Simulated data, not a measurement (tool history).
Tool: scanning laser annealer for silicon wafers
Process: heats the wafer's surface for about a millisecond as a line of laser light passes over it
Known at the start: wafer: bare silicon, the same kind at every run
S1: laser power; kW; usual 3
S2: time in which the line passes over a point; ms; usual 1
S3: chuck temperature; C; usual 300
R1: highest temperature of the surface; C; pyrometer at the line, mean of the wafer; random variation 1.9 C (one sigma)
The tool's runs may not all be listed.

run 1 hour=0 | S1=3 S2=1 S3=300 | R1=1095
run 2 hour=19.5 | S1=3 S2=1 S3=300 | R1=1091
run 3 hour=36.2 | S1=3 S2=1 S3=300 | R1=1088
run 4 hour=56.1 | S1=3 S2=1 S3=300 | R1=1088
run 5 hour=89.9 | S1=3 S2=1 S3=300 | R1=1085
run 6 hour=119.6 | S1=3 S2=1 S3=300 | R1=1084
run 7 hour=144.1 | S1=3 S2=0.74 S3=300 | R1=960
run 8 hour=176.2 | S1=3 S2=0.74 S3=300 | R1=957
run 9 hour=204.7 | S1=2.7 S2=1 S3=300 | R1=985
run 10 hour=228.9 | S1=2.7 S2=1 S3=300 | R1=987
run 11 hour=252.1 | S1=3 S2=1 S3=300 | R1=1079
run 12 hour=279.4 | S1=3 S2=1 S3=281 | R1=1056
run 13 hour=299.5 | S1=3 S2=1 S3=281 | R1=1055
run 14 hour=338.6 | S1=3 S2=0.87 S3=281 | R1=996
-- hour=346.3 optics aligned, line set to its width
run 15 hour=372.4 | S1=3 S2=1.09 S3=281 | R1=1086
run 16 hour=396.8 | S1=3 S2=1.09 S3=281 | R1=1083
run 17 hour=429.1 | S1=3 S2=1.09 S3=281 | R1=1081
run 18 hour=454.6 | S1=3 S2=1.09 S3=281 | R1=1079
run 19 hour=474.4 | S1=3 S2=0.88 S3=293 | R1=996
run 20 hour=512.5 | S1=3 S2=0.88 S3=293 | R1=997
run 21 hour=542.2 | S1=3 S2=0.88 S3=293 | R1=994
run 22 hour=575 | S1=2.991 S2=0.81 S3=293 | R1=957
-- hour=589 optics aligned, line set to its width, once more
-- hour=604.1 window over the wafer cleaned
run 23 hour=612.7 | S1=2.741 S2=0.94 S3=325 | R1=1023
run 24 hour=642.2 | S1=2.741 S2=0.94 S3=320 | R1=1020
run 25 hour=664.6 | S1=3 S2=1.16 S3=264 | R1=1142
run 26 hour=688.8 | S1=3.184 S2=0.97 S3=264 | R1=1120
run 27 hour=713.5 | S1=3.184 S2=0.97 S3=264 | R1=1114
run 28 hour=750.6 | S1=3.006 S2=0.84 S3=278 | R1=1004
run 29 hour=780 | S1=3.006 S2=0.84 S3=278 | R1=1006
run 30 hour=808.8 | S1=3.205 S2=0.77 S3=331 | R1=1076
run 31 hour=834.6 | S1=2.881 S2=1 S3=300 | R1=1059
run 32 hour=867.9 | S1=3 S2=0.93 S3=309 | R1=1072
run 33 hour=903.6 | S1=3 S2=0.93 S3=309 | R1=1071
run 34 hour=939.1 | S1=3 S2=0.93 S3=309 | R1=1071

Forecast each of these 4 alternatives for the next run:
run A hour=970.6 | S1=2.978 S2=1.19 S3=305 | R1=?
run B hour=970.6 | S1=3.227 S2=0.93 S3=309 | R1=?
run C hour=970.6 | S1=2.626 S2=1 S3=284 | R1=?
run D hour=970.6 | S1=2.879 S2=1.25 S3=309 | R1=?

run=A R1=1176
run=B R1=1138
run=C R1=957
run=D R1=1164
Without the tool's hidden state the same runs would have given:
run=A R1=1202
run=B R1=1163
run=C R1=977
run=D R1=1190

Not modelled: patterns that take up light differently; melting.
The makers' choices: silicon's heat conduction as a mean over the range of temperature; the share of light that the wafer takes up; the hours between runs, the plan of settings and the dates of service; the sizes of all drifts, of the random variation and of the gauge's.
